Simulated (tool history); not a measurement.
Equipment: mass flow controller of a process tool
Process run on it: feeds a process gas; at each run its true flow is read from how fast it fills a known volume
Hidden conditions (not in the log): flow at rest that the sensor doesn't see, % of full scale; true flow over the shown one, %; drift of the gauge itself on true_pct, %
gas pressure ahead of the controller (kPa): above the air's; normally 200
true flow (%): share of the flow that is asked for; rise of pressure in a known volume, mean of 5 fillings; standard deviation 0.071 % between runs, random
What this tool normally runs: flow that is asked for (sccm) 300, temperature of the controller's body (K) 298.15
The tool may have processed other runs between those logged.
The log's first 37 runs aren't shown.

run    hour  flow that is asked for (sccm)  gas pressure ahead of the controller (kPa)  temperature of the controller's body (K)  hours of work since the controller was set to zero  hours of work since the controller was changed  true flow (%)
 38  2081.0                            274                                         239                                    310.15                                                2937                                            2937         100.67
 39  2121.8                            159                                         239                                    298.15                                                2963                                            2963          98.56
 40  2167.8                            260                                         200                                    295.15                                                2991                                            2991          98.95
 41  2243.4                            108                                         197                                    300.15                                                3037                                            3037          97.60
 42  2288.3                            162                                         197                                    300.15                                                3065                                            3065          98.57
 43  2337.5                            162                                         197                                    300.15                                                3095                                            3095          98.59
 44  2369.7                            162                                         197                                    300.15                                                3115                                            3115          98.60
 45  2436.4                            130                                         251                                    297.15                                                3156                                            3156          97.83
 46  2476.9                            130                                         258                                    297.15                                                3181                                            3181          98.03
 47  2530.2                            232                                         155                                    311.15                                                3213                                            3213         100.31

What if the next run were any one of these 3? Each begins from the tool's condition after run 47:
  A  2588.1                            232                                         279                                    294.15                                                3249                                            3249              ?
  B  2588.1                             55                                         200                                    297.15                                                3249                                            3249              ?
  C  2588.1                            224                                         181                                    306.15                                                3249                                            3249              ?

run  true flow (%)
  A          98.97
  B          94.03
  C          99.89
The same runs, with their run-to-run variation unchanged, on a tool lacking any hidden condition would have given:
run  true flow (%)
  A          99.55
  B          99.37
  C         100.52
